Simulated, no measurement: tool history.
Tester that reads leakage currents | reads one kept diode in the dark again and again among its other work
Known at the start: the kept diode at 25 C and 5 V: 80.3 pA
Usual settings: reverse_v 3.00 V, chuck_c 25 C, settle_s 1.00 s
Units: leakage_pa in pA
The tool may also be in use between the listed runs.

run   hour  reverse_v  chuck_c  settle_s  leakage_pa
  1    0.0       3.00       25      1.00       51.59
  2   34.6       3.00       42      1.00      214.67
  3   63.1       3.00       57      1.00      695.86
  4  119.1       3.00       25      0.47       64.16
  5  150.9       3.00       25      0.47       64.26
  6  206.6      18.14       25      1.00      187.64
  7  241.4       3.00       25      1.00       62.22
  8  282.1       3.00       25      1.00       62.11
  9  335.2       3.00       36      1.00      156.82
 10  381.3       3.00       25      2.05       61.34
 11  415.2       3.00       25      2.05       62.85
 12  465.9      11.02       44      3.47      639.29
 13  513.2      11.02       57      0.59     1716.99
 14  556.1      11.02       57      0.59     1704.61
 15  581.0       1.87       25      8.59       46.36

Not shown: 2 entries that the log had between the listed runs. Between which runs, and how does the tool's hidden state differ before and after?
Between runs 3 and 4: chuck's temperature calibrated (hour 98.1)
  stray current of the dirty probe card, pA a volt: 0.855 -> 0.877; current scale over the true one, %: 0.25 -> 0.26; true chuck temperature over the reading, C: -2.45 -> -0.05
  measured less the result without the state, leakage_pa: -134.46 -> +2.49 pA
Between runs 10 and 11: probe card cleaned and baked (hour 387.9)
  stray current of the dirty probe card, pA a volt: 0.977 -> 1.426; true chuck temperature over the reading, C: -0.36 -> -0.4
  measured less the result without the state, leakage_pa: +1.10 -> +2.26 pA
